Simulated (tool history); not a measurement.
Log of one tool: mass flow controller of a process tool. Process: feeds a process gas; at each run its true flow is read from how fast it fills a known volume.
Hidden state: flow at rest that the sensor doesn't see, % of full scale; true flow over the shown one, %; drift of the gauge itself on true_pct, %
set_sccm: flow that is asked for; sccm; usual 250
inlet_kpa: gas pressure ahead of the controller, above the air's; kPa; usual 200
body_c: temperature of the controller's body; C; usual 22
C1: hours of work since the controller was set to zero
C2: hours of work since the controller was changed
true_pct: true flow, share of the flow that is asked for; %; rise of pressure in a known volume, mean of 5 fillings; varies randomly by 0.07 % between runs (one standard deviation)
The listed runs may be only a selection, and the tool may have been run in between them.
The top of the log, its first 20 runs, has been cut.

Run 21, day 51.425: usual settings but inlet_kpa 207 kPa; C1 4521; C2 4521. Result: true_pct 104.22 %.
Run 22, day 54.900: usual settings but inlet_kpa 207 kPa; C1 4588; C2 4588. Result: true_pct 104.29 %.
Run 23, day 58.517: usual settings but set_sccm 461 sccm, inlet_kpa 191 kPa; C1 4657; C2 4657. Result: true_pct 104.78 %.
At day 58.729: controller's zero set anew.
Run 24, day 61.683: usual settings but set_sccm 79 sccm, inlet_kpa 147 kPa, body_c 25 C; C1 57; C2 4717. Result: true_pct 107.61 %.
Run 25, day 63.758: usual settings but set_sccm 92 sccm, inlet_kpa 180 kPa, body_c 28 C; C1 96; C2 4757. Result: true_pct 107.41 %.
Run 26, day 65.592: usual settings but set_sccm 92 sccm, inlet_kpa 199 kPa, body_c 24 C; C1 132; C2 4792. Result: true_pct 107.35 %.
Run 27, day 68.788: usual settings but set_sccm 92 sccm, inlet_kpa 199 kPa, body_c 24 C; C1 193; C2 4854. Result: true_pct 107.32 %.
Run 28, day 71.554: usual settings but set_sccm 142 sccm, inlet_kpa 195 kPa, body_c 24 C; C1 246; C2 4907. Result: true_pct 106.07 %.
Run 29, day 74.408: usual settings but set_sccm 94 sccm, body_c 38 C; C1 301; C2 4962. Result: true_pct 108.54 %.
At day 76.317: controller's zero set anew, once more.
Run 30, day 77.288: usual settings but set_sccm 106 sccm, body_c 38 C; C1 19; C2 5016. Result: true_pct 104.22 %.
Run 31, day 78.888: usual settings but set_sccm 106 sccm, inlet_kpa 207 kPa, body_c 38 C; C1 49; C2 5047. Result: true_pct 104.24 %.
Run 32, day 81.579: usual settings but set_sccm 106 sccm, inlet_kpa 207 kPa, body_c 21 C; C1 101; C2 5099. Result: true_pct 102.93 %.
At day 83.521: controller exchanged for a calibrated one.
Run 33, day 83.842: usual settings but set_sccm 106 sccm, inlet_kpa 207 kPa, body_c 21 C; C1 6; C2 6. Result: true_pct 97.93 %.
Run 34, day 87.325: usual settings but inlet_kpa 189 kPa, body_c 24 C; C1 73; C2 73. Result: true_pct 98.81 %.
Run 35, day 89.304: usual settings but set_sccm 298 sccm, inlet_kpa 254 kPa, body_c 29 C; C1 111; C2 111. Result: true_pct 99.71 %.
Run 36, day 91.012: usual settings but set_sccm 143 sccm, inlet_kpa 254 kPa, body_c 23 C; C1 144; C2 144. Result: true_pct 98.64 %.
Run 37, day 93.654: usual settings but set_sccm 52 sccm, inlet_kpa 254 kPa, body_c 23 C; C1 194; C2 194. Result: true_pct 98.58 %.
Run 38, day 96.896: usual settings but body_c 21 C; C1 257; C2 257. Result: true_pct 98.87 %.
Run 39, day 99.288: usual settings but body_c 21 C; C1 302; C2 302. Result: true_pct 98.89 %.
Run 40, day 102.412: usual settings but set_sccm 64 sccm, body_c 21 C; C1 362; C2 362. Result: true_pct 98.51 %.
Run 41, day 105.867: usual settings but set_sccm 64 sccm, body_c 21 C; C1 429; C2 429. Result: true_pct 98.58 %.
Run 42, day 108.912: usual settings but set_sccm 54 sccm, inlet_kpa 199 kPa, body_c 36 C; C1 487; C2 487. Result: true_pct 99.90 %.
Run 43, day 110.558: usual settings but set_sccm 170 sccm, inlet_kpa 198 kPa, body_c 35 C; C1 519; C2 519. Result: true_pct 99.97 %.
Run 44, day 113.483: usual settings but set_sccm 414 sccm, inlet_kpa 176 kPa, body_c 39 C; C1 575; C2 575. Result: true_pct 101.26 %.

Below are 5 alternative next runs, each starting from the tool's condition after run 44. Predict each:
Run A, day 115.971: usual settings but set_sccm 414 sccm, inlet_kpa 176 kPa, body_c 32 C; C1 623; C2 623. Result: true_pct ?.
Run B, day 115.971: usual settings but set_sccm 170 sccm, inlet_kpa 178 kPa, body_c 30 C; C1 623; C2 623. Result: true_pct ?.
Run C, day 115.971: usual settings but set_sccm 90 sccm, inlet_kpa 148 kPa, body_c 29 C; C1 623; C2 623. Result: true_pct ?.
Run D, day 115.971: usual settings but set_sccm 323 sccm, inlet_kpa 176 kPa, body_c 21 C; C1 623; C2 623. Result: true_pct ?.
Run E, day 115.971: usual settings but set_sccm 63 sccm, inlet_kpa 176 kPa, body_c 38 C; C1 623; C2 623. Result: true_pct ?.

run  true_pct
  A    100.57
  B     99.55
  C     99.22
  D     99.37
  E    100.06
Without the tool's unlogged condition, the same runs would have read:
run  true_pct
  A     99.87
  B     98.67
  C     98.07
  D     98.64
  E     98.67

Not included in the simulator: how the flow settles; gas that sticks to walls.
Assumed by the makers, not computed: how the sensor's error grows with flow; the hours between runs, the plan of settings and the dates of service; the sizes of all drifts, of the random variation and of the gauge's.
